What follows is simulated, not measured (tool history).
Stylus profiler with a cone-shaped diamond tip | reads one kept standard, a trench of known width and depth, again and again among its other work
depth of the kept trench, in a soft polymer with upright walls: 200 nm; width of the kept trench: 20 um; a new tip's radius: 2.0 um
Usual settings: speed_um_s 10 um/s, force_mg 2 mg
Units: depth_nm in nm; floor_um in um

| run | hour | speed_um_s | force_mg | depth_nm | floor_um |
|---|---|---|---|---|---|
| 1 | 0 | 10 | 2 | 201.88 | 18.18 |
| 2 | 24.6 | 10 | 2 | 201.78 | 18.14 |
| 3 | 40.1 | 10 | 2.21 | 201.71 | 18.21 |
| 4 | 53.2 | 10 | 2.21 | 201.77 | 18.15 |
| 5 | 83 | 10 | 2.21 | 201.97 | 18.18 |
| 6 | 112.8 | 10 | 2.21 | 201.82 | 18.19 |
| 7 | 142.8 | 10 | 2.21 | 201.73 | 18.2 |
| 8 | 169.6 | 10 | 2.21 | 201.79 | 18.15 |
| 9 | 194.8 | 33 | 2 | 201.47 | 18.01 |
| 10 | 218.8 | 33 | 2 | 201.52 | 18.06 |
| 11 | 248.5 | 10 | 2 | 201.54 | 18.12 |
| 12 | 272.4 | 10 | 2 | 201.28 | 18.09 |
| 13 | 304.4 | 10 | 2 | 201.6 | 18.16 |
| 14 | 334.9 | 3 | 0.91 | 200.88 | 18.13 |
| 15 | 365.4 | 3 | 1.15 | 200.86 | 18.18 |
| 16 | 386.5 | 3 | 1.15 | 200.86 | 18.19 |
| 17 | 408.3 | 3 | 1.15 | 200.88 | 18.16 |
| 18 | 428.2 | 3 | 1.15 | 200.85 | 18.19 |
| 19 | 444 | 3 | 1.15 | 200.72 | 18.14 |
| 20 | 466.2 | 2 | 2 | 201.42 | 18.14 |
| 21 | 492.6 | 10 | 0.93 | 200.4 | 18.07 |
| 22 | 522.4 | 10 | 0.93 | 200.79 | 18.11 |

5 ways to go on from here, each from the tool as it stands after run 22. What would each give?
| A | 551.6 | 24 | 2 | ? | ? |
| B | 551.6 | 10 | 0.94 | ? | ? |
| C | 551.6 | 10 | 0.77 | ? | ? |
| D | 551.6 | 15 | 5.76 | ? | ? |
| E | 551.6 | 37 | 2.13 | ? | ? |

| run | depth_nm | floor_um |
|---|---|---|
| A | 201.14 | 18.02 |
| B | 200.75 | 18.07 |
| C | 200.45 | 18.06 |
| D | 203.26 | 18.07 |
| E | 201.25 | 17.97 |
Without the tool's hidden state the same runs would have given:
| run | depth_nm | floor_um |
|---|---|---|
| A | 201.72 | 18.1 |
| B | 201.33 | 18.16 |
| C | 201.03 | 18.15 |
| D | 203.84 | 18.15 |
| E | 201.83 | 18.05 |
